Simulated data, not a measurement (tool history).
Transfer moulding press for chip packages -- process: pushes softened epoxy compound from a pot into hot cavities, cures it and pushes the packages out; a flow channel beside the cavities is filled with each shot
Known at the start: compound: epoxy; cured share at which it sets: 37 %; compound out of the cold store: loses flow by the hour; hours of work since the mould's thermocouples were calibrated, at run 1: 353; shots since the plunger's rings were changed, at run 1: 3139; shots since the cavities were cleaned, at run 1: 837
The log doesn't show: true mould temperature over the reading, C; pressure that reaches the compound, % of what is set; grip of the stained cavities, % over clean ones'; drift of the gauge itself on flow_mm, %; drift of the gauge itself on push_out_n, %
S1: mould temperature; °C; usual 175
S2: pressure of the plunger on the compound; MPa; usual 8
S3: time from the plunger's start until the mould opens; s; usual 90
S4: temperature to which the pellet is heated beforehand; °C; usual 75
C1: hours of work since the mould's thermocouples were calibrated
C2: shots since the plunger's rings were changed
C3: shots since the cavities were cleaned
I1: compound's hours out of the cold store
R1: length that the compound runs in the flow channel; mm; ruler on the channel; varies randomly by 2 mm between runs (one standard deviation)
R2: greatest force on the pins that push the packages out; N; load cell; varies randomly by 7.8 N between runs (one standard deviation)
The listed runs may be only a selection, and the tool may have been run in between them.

run 1 hour=0 | S1=175 S2=8 S3=90 S4=75 | C1=353 C2=3139 C3=837 | I1=25.9 | R1=656 R2=539
-- hour=17.2 mould's thermocouples calibrated
-- hour=19.7 plunger's sealing rings changed
-- hour=40.9 cavities cleaned with cleaning compound and waxed
run 2 hour=78.8 | S1=175 S2=8 S3=90 S4=75 | C1=29 C2=533 C3=351 | I1=27.1 | R1=682 R2=452
run 3 hour=161.3 | S1=175 S2=8 S3=90 S4=75 | C1=71 C2=1294 C3=1112 | I1=12.8 | R1=703 R2=605
-- hour=167.5 cavities cleaned with cleaning compound and waxed
run 4 hour=204.3 | S1=175 S2=8 S3=90 S4=75 | C1=93 C2=1677 C3=340 | I1=16 | R1=693 R2=468
run 5 hour=285.4 | S1=175 S2=8 S3=106 S4=75 | C1=134 C2=2426 C3=1089 | I1=10.3 | R1=697 R2=464
-- hour=301.3 cavities cleaned with cleaning compound and waxed
run 6 hour=369.5 | S1=176 S2=8 S3=90 S4=75 | C1=176 C2=3189 C3=630 | I1=12.3 | R1=681 R2=488
-- hour=377.8 plunger's sealing rings changed
-- hour=433.8 cavities cleaned with cleaning compound and waxed
run 7 hour=441.3 | S1=175 S2=8 S3=90 S4=85 | C1=211 C2=572 C3=70 | I1=11.7 | R1=711 R2=370
run 8 hour=504.1 | S1=175 S2=8 S3=90 S4=75 | C1=243 C2=1152 C3=650 | I1=24.4 | R1=680 R2=499
-- hour=565.8 cavities cleaned with cleaning compound and waxed
run 9 hour=565.8 | S1=175 S2=8 S3=90 S4=75 | C1=274 C2=1708 C3=0 | I1=32.7 | R1=657 R2=346
run 10 hour=624 | S1=182 S2=9.82 S3=107 S4=81 | C1=303 C2=2245 C3=537 | I1=33.9 | R1=697 R2=369
-- hour=696.8 cavities cleaned with cleaning compound and waxed
run 11 hour=696.8 | S1=175 S2=8 S3=90 S4=71 | C1=340 C2=2903 C3=0 | I1=47.9 | R1=619 R2=343
-- hour=734 plunger's sealing rings changed
-- hour=740.4 mould's thermocouples calibrated
run 12 hour=797.6 | S1=178 S2=7.03 S3=103 S4=81 | C1=29 C2=570 C3=890 | I1=34.4 | R1=612 R2=411
-- hour=831.8 cavities cleaned with cleaning compound and waxed
run 13 hour=853.9 | S1=183 S2=6.14 S3=100 S4=70 | C1=57 C2=1076 C3=204 | I1=11.9 | R1=593 R2=315
run 14 hour=952.3 | S1=170 S2=6.14 S3=89 S4=70 | C1=107 C2=1984 C3=1112 | I1=43.1 | R1=576 R2=755
-- hour=961.7 cavities cleaned with cleaning compound and waxed
run 15 hour=997.4 | S1=170 S2=6.14 S3=89 S4=70 | C1=130 C2=2387 C3=330 | I1=16.3 | R1=620 R2=619

What if the next run were any one of these 5? Each begins from the tool's condition after run 15:
run A hour=1055.6 | S1=175 S2=9.92 S3=90 S4=66 | C1=159 C2=2924 C3=867 | I1=16.6 | R1=? R2=?
run B hour=1055.6 | S1=175 S2=8.12 S3=90 S4=75 | C1=159 C2=2924 C3=867 | I1=38.3 | R1=? R2=?
run C hour=1055.6 | S1=168 S2=8.12 S3=90 S4=74 | C1=159 C2=2924 C3=867 | I1=31.4 | R1=? R2=?
run D hour=1055.6 | S1=170 S2=6.14 S3=89 S4=81 | C1=159 C2=2924 C3=867 | I1=9.1 | R1=? R2=?
run E hour=1055.6 | S1=170 S2=8 S3=90 S4=75 | C1=159 C2=2924 C3=867 | I1=28 | R1=? R2=?

run=A R1=757 R2=532
run=B R1=639 R2=516
run=C R1=684 R2=862
run=D R1=629 R2=777
run=E R1=675 R2=732
Take away the tool's hidden state, keep each run's random variation, and the runs would have read:
run=A R1=786 R2=327
run=B R1=664 R2=317
run=C R1=709 R2=530
run=D R1=652 R2=480
run=E R1=701 R2=453

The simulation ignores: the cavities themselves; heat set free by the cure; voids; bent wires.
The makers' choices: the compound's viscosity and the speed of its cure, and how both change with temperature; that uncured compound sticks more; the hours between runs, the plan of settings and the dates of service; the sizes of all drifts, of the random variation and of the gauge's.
